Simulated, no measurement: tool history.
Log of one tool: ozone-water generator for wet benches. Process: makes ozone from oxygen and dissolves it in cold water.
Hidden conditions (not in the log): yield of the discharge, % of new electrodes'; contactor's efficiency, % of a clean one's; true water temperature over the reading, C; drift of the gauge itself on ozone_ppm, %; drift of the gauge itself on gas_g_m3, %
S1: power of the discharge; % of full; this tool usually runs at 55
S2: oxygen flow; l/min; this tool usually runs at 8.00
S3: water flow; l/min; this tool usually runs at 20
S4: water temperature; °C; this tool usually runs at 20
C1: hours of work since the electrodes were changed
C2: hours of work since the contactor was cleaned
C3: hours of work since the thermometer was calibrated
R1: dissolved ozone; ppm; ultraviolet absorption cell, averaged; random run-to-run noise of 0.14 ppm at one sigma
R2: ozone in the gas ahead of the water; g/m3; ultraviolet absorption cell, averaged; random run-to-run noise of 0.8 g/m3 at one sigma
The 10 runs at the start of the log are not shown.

run,day,S1,S2,S3,S4,C1,C2,C3,R1,R2
11,27.550,55,8.00,16,20,3108,1993,623,18.4,119.1
12,30.021,55,8.00,20,20,3164,2049,679,16.0,117.0
13,33.046,55,8.00,20,20,3232,2117,747,15.9,119.1
14,36.188,55,8.00,20,20,3303,2188,818,15.7,119.4
15,37.917,55,8.00,20,20,3343,2227,857,15.8,120.5
16,39.717,55,8.00,20,20,3383,2268,898,15.9,117.9
17,42.262,55,11.13,20,15,3441,2326,956,16.4,97.0
18,45.012,60,8.00,20,16,3503,2388,1018,17.9,124.2
19,48.446,60,11.58,20,14,3581,2465,1095,17.4,99.5
20,51.046,93,5.45,21,26,3639,2524,1154,19.5,202.0
21,52.950,55,8.00,21,20,3683,2567,1197,14.9,116.8
22,56.012,73,5.16,20,14,3752,2637,1267,21.2,181.0
23,58.312,73,12.16,21,13,3804,2689,1319,19.1,110.2
24,61.854,73,12.16,21,13,3884,2769,1399,18.7,109.0
25,64.983,55,8.00,20,17,3955,2840,1469,16.5,116.2
26,68.625,55,5.35,20,20,4037,2922,1552,16.0,146.3
27,70.229,76,8.00,20,18,4073,2958,1588,19.7,144.5
28,74.017,91,4.41,13,18,4159,3044,1674,31.2,221.0
29,75.908,55,7.35,13,19,4202,3086,1716,20.9,123.0
30,78.050,55,7.35,13,19,4250,3135,1765,20.6,121.5
31,81.012,55,7.35,25,17,4317,3202,1832,13.9,123.0
32,82.967,60,8.00,20,20,4361,3246,1876,16.3,123.4

Consider 4 possible next runs. They are alternatives, not a sequence: every one starts from the tool as it was left by run 32. What does each give?
A,86.712,89,8.00,20,13,4446,3331,1961,?,?
B,86.712,55,5.55,13,20,4446,3331,1961,?,?
C,86.712,55,6.66,16,20,4446,3331,1961,?,?
D,86.712,43,8.00,14,20,4446,3331,1961,?,?

run,R1,R2
A,23.3,154.4
B,21.6,144.0
C,18.1,128.9
D,16.8,100.3
Without the tool's hidden state the same runs would have given:
run,R1,R2
A,26.3,172.6
B,23.7,156.3
C,19.9,140.0
D,18.1,107.2

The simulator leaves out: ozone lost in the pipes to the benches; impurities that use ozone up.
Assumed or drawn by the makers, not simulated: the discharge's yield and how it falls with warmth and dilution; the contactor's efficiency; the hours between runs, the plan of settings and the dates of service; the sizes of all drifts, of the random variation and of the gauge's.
